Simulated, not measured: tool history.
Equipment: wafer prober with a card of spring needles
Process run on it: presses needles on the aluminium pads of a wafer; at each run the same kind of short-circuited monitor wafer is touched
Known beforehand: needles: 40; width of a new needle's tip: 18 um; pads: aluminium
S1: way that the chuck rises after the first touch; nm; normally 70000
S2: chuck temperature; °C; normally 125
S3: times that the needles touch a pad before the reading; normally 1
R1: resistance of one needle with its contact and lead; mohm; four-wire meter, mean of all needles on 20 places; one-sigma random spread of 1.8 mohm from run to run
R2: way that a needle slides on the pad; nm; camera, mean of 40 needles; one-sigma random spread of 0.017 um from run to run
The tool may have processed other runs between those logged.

run 1 hour=0.0 | S1=70000 S2=125 S3=1 | R1=255 R2=8760
-- hour=15.5 tips cleaned on abrasive film
run 2 hour=18.3 | S1=70000 S2=125 S3=1 | R1=222 R2=8720
run 3 hour=35.1 | S1=70000 S2=125 S3=1 | R1=320 R2=8720
-- hour=36.5 tips cleaned on abrasive film
-- hour=58.9 tips cleaned on abrasive film
run 4 hour=60.4 | S1=70000 S2=57 S3=1 | R1=201 R2=8710
-- hour=80.4 tips cleaned on abrasive film
run 5 hour=83.5 | S1=70000 S2=57 S3=1 | R1=225 R2=8690
-- hour=101.5 tips cleaned on abrasive film
run 6 hour=103.8 | S1=70000 S2=125 S3=1 | R1=217 R2=8630
-- hour=123.1 tips cleaned on abrasive film
run 7 hour=125.6 | S1=55000 S2=125 S3=1 | R1=242 R2=6770
-- hour=144.1 tips cleaned on abrasive film
run 8 hour=149.0 | S1=70000 S2=125 S3=1 | R1=236 R2=8630
run 9 hour=162.1 | S1=70000 S2=125 S3=1 | R1=312 R2=8700
-- hour=167.2 tips cleaned on abrasive film
run 10 hour=181.4 | S1=70000 S2=125 S3=1 | R1=292 R2=8610
-- hour=188.8 tips cleaned on abrasive film
run 11 hour=192.8 | S1=70000 S2=125 S3=1 | R1=235 R2=8620
-- hour=210.5 tips cleaned on abrasive film
run 12 hour=210.5 | S1=70000 S2=125 S3=2 | R1=191 R2=8600
run 13 hour=224.8 | S1=70000 S2=98 S3=2 | R1=251 R2=8600
-- hour=232.0 tips cleaned on abrasive film
run 14 hour=239.0 | S1=70000 S2=54 S3=2 | R1=217 R2=8610
-- hour=254.2 tips cleaned on abrasive film
run 15 hour=264.3 | S1=88000 S2=125 S3=1 | R1=245 R2=10840
run 16 hour=274.8 | S1=70000 S2=125 S3=1 | R1=323 R2=8540
-- hour=277.0 tips cleaned on abrasive film
run 17 hour=296.8 | S1=61000 S2=117 S3=1 | R1=363 R2=7450
-- hour=298.3 tips cleaned on abrasive film
run 18 hour=314.9 | S1=74000 S2=25 S3=2 | R1=245 R2=9070
-- hour=321.0 tips cleaned on abrasive film
run 19 hour=327.0 | S1=52000 S2=109 S3=1 | R1=313 R2=6260
-- hour=343.1 tips cleaned on abrasive film
run 20 hour=343.5 | S1=89000 S2=96 S3=2 | R1=186 R2=10910
-- hour=365.0 tips cleaned on abrasive film
run 21 hour=365.2 | S1=57000 S2=96 S3=2 | R1=194 R2=6880
run 22 hour=377.8 | S1=75000 S2=58 S3=1 | R1=283 R2=9130
-- hour=386.0 tips cleaned on abrasive film
run 23 hour=389.2 | S1=59000 S2=125 S3=2 | R1=231 R2=7130
run 24 hour=405.2 | S1=55000 S2=125 S3=1 | R1=414 R2=6630
-- hour=408.9 tips cleaned on abrasive film
run 25 hour=424.0 | S1=86000 S2=32 S3=3 | R1=202 R2=10500
-- hour=431.0 tips cleaned on abrasive film
run 26 hour=438.4 | S1=86000 S2=32 S3=3 | R1=188 R2=10450
run 27 hour=449.1 | S1=86000 S2=39 S3=2 | R1=236 R2=10470
-- hour=453.4 tips cleaned on abrasive film
run 28 hour=467.8 | S1=70000 S2=51 S3=2 | R1=253 R2=8450
-- hour=475.4 tips cleaned on abrasive film
-- hour=477.7 height of the first contact set anew
run 29 hour=479.2 | S1=70000 S2=51 S3=2 | R1=203 R2=8780
-- hour=496.9 tips cleaned on abrasive film
run 30 hour=503.8 | S1=70000 S2=34 S3=3 | R1=199 R2=8760
-- hour=518.5 tips cleaned on abrasive film
run 31 hour=529.7 | S1=75000 S2=118 S3=1 | R1=277 R2=9400
-- hour=540.6 tips cleaned on abrasive film
run 32 hour=543.7 | S1=81000 S2=41 S3=1 | R1=201 R2=10130

Each row is a separate what-if for the run after 32, all from the same tool condition, not one after another. Results?
run A hour=554.8 | S1=70000 S2=50 S3=1 | R1=? R2=?
run B hour=554.8 | S1=81000 S2=46 S3=2 | R1=? R2=?
run C hour=554.8 | S1=70000 S2=125 S3=3 | R1=? R2=?
run D hour=554.8 | S1=54000 S2=33 S3=2 | R1=? R2=?

run=A R1=303 R2=8770
run=B R1=227 R2=10120
run=C R1=231 R2=8760
run=D R1=305 R2=6730
What these runs would have given with no unlogged condition in the tool:
run=A R1=172 R2=8810
run=B R1=166 R2=10160
run=C R1=188 R2=8790
run=D R1=173 R2=6770
